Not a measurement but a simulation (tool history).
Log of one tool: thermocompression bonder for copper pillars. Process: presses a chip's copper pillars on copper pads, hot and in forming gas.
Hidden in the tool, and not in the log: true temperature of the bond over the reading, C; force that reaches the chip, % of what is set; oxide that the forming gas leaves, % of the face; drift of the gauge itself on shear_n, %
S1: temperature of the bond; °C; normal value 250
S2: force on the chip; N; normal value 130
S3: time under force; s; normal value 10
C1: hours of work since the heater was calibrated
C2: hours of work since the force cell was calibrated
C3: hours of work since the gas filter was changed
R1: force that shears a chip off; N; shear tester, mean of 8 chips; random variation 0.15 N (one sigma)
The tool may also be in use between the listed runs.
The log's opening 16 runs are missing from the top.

{"hour": 1025.8, "done": "forming gas filter changed"}
{"run": 17, "hour": 1082.4, "S1": 250, "S2": 130, "S3": 24, "C1": 178, "C2": 76, "C3": 37, "R1": 57.6}
{"run": 18, "hour": 1129.2, "S1": 250, "S2": 130, "S3": 24, "C1": 209, "C2": 106, "C3": 68, "R1": 57}
{"run": 19, "hour": 1169.9, "S1": 250, "S2": 130, "S3": 24, "C1": 236, "C2": 133, "C3": 94, "R1": 57}
{"run": 20, "hour": 1218.4, "S1": 234, "S2": 125, "S3": 24, "C1": 267, "C2": 165, "C3": 126, "R1": 47.7}
{"run": 21, "hour": 1277.0, "S1": 234, "S2": 125, "S3": 24, "C1": 306, "C2": 203, "C3": 164, "R1": 47.7}
{"hour": 1292.7, "done": "forming gas filter changed"}
{"run": 22, "hour": 1328.9, "S1": 234, "S2": 125, "S3": 24, "C1": 339, "C2": 237, "C3": 24, "R1": 48.7}
{"run": 23, "hour": 1406.2, "S1": 269, "S2": 106, "S3": 9, "C1": 390, "C2": 287, "C3": 74, "R1": 41.8}
{"run": 24, "hour": 1463.4, "S1": 269, "S2": 106, "S3": 9, "C1": 427, "C2": 325, "C3": 112, "R1": 41.8}
{"run": 25, "hour": 1535.0, "S1": 250, "S2": 119, "S3": 8, "C1": 474, "C2": 372, "C3": 159, "R1": 36.5}
{"hour": 1562.6, "done": "forming gas filter changed"}
{"run": 26, "hour": 1614.9, "S1": 250, "S2": 113, "S3": 8, "C1": 526, "C2": 424, "C3": 34, "R1": 35.6}
{"run": 27, "hour": 1675.2, "S1": 250, "S2": 87, "S3": 7, "C1": 566, "C2": 463, "C3": 74, "R1": 25.7}
{"run": 28, "hour": 1715.9, "S1": 232, "S2": 86, "S3": 8, "C1": 592, "C2": 490, "C3": 100, "R1": 21.4}
{"run": 29, "hour": 1785.5, "S1": 227, "S2": 130, "S3": 18, "C1": 638, "C2": 536, "C3": 146, "R1": 41.7}
{"hour": 1831.3, "done": "forming gas filter changed"}
{"run": 30, "hour": 1835.6, "S1": 226, "S2": 118, "S3": 11, "C1": 670, "C2": 568, "C3": 3, "R1": 31.8}
{"run": 31, "hour": 1910.9, "S1": 226, "S2": 118, "S3": 11, "C1": 720, "C2": 617, "C3": 52, "R1": 31.2}
{"run": 32, "hour": 1967.1, "S1": 226, "S2": 118, "S3": 11, "C1": 757, "C2": 654, "C3": 89, "R1": 31.6}
{"run": 33, "hour": 2054.3, "S1": 227, "S2": 118, "S3": 11, "C1": 814, "C2": 711, "C3": 146, "R1": 31.2}
{"hour": 2075.2, "done": "heater calibrated with a thermocouple chip"}
{"hour": 2104.7, "done": "forming gas filter changed"}
{"run": 34, "hour": 2105.8, "S1": 250, "S2": 117, "S3": 8, "C1": 20, "C2": 743, "C3": 1, "R1": 40.3}
{"run": 35, "hour": 2168.5, "S1": 250, "S2": 117, "S3": 8, "C1": 61, "C2": 784, "C3": 42, "R1": 39.5}
{"run": 36, "hour": 2263.6, "S1": 250, "S2": 117, "S3": 8, "C1": 123, "C2": 847, "C3": 104, "R1": 39.2}
{"run": 37, "hour": 2339.8, "S1": 263, "S2": 130, "S3": 8, "C1": 173, "C2": 896, "C3": 154, "R1": 47.9}
{"hour": 2375.6, "done": "force cell calibrated"}
{"hour": 2376.1, "done": "forming gas filter changed"}
{"run": 38, "hour": 2407.9, "S1": 263, "S2": 130, "S3": 8, "C1": 216, "C2": 21, "C3": 21, "R1": 45.6}

5 options for the next run, each taken on its own from the tool as it stands now. Forecast them:
{"run": "A", "hour": 2476.8, "S1": 243, "S2": 84, "S3": 13, "C1": 261, "C2": 66, "C3": 66, "R1": "?"}
{"run": "B", "hour": 2476.8, "S1": 245, "S2": 130, "S3": 8, "C1": 261, "C2": 66, "C3": 66, "R1": "?"}
{"run": "C", "hour": 2476.8, "S1": 250, "S2": 117, "S3": 15, "C1": 261, "C2": 66, "C3": 66, "R1": "?"}
{"run": "D", "hour": 2476.8, "S1": 263, "S2": 130, "S3": 9, "C1": 261, "C2": 66, "C3": 66, "R1": "?"}
{"run": "E", "hour": 2476.8, "S1": 263, "S2": 79, "S3": 8, "C1": 261, "C2": 66, "C3": 66, "R1": "?"}

run=A R1=29.4
run=B R1=38.2
run=C R1=45.5
run=D R1=46.9
run=E R1=28.5
With no hidden state in the tool, these same runs would have given:
run=A R1=30.4
run=B R1=39.5
run=C R1=46.9
run=D R1=48.3
run=E R1=29.4

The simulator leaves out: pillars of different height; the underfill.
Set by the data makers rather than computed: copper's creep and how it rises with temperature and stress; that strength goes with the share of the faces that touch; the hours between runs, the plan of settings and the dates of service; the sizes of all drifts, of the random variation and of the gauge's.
